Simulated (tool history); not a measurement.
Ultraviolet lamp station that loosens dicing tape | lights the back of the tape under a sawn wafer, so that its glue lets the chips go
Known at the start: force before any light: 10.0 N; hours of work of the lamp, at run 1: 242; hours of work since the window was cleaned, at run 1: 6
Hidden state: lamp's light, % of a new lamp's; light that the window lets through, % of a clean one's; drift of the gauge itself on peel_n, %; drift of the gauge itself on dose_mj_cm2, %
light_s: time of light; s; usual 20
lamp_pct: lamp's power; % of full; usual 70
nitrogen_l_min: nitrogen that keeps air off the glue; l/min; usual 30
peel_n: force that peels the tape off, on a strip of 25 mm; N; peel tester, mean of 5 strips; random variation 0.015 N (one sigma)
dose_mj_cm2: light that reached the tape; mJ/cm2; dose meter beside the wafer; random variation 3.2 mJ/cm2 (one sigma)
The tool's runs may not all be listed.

run   hour  light_s  lamp_pct  nitrogen_l_min  hours of work of the lamp  hours of work since the window was cleaned  peel_n  dose_mj_cm2
  1    0.0       20        70              30                        242                                           6   0.822          458
  2    7.2       20        70              30                        246                                          10   0.849          462
  3   18.6       20        68              30                        253                                          17   0.894          447
  4   25.6       20        68              30                        257                                          21   0.915          441
  5   37.4       20        70              59                        264                                          28   0.510          447
  6   43.5       20        70              59                        267                                          31   0.503          458
  7   53.0       20        70              59                        273                                          37   0.526          454
  8   59.1       20        70              30                        276                                          40   0.879          449
  9   65.0       20        64              30                        279                                          44   1.053          414
 10   70.0       20        70              30                        282                                          46   0.895          448
 11   76.8       20        70              31                        286                                          50   0.887          445
 12   86.0       20        70              30                        292                                          56   0.870          444
 13   93.5       19        70              30                        296                                          60   1.018          424
 14  100.3       32        87              10                        300                                          64   0.538          889
 15  108.3       32        87              10                        304                                          68   0.568          889
 16  118.9       32        87              10                        310                                          75   0.573          877
 17  124.6       32        87              10                        314                                          78   0.575          885
 18  134.7       32        87              10                        320                                          84   0.567          867
 19  141.6       20        65              32                        324                                          88   1.035          407
 20  147.9       20        65              32                        327                                          91   0.990          402
 21  152.9       19        63              23                        330                                          94   1.529          375
 22  164.1       19        63              23                        336                                         101   1.544          369
 23  173.2       15        74              36                        342                                         106   1.277          347
 24  181.8       15        74              44                        347                                         111   1.176          344
 25  186.9       40        78              14                        350                                         114   0.326          954

Forecast each of these 3 alternatives for the next run:
  A  194.7       40        71              14                        354                                         118       ?            ?
  B  194.7       20        92              31                        354                                         118       ?            ?
  C  194.7       38        78              14                        354                                         118       ?            ?

run  peel_n  dose_mj_cm2
  A   0.415          874
  B   0.508          572
  C   0.379          912
Without the tool's hidden state the same runs would have given:
run  peel_n  dose_mj_cm2
  A   0.308         1011
  B   0.369          662
  C   0.286         1055

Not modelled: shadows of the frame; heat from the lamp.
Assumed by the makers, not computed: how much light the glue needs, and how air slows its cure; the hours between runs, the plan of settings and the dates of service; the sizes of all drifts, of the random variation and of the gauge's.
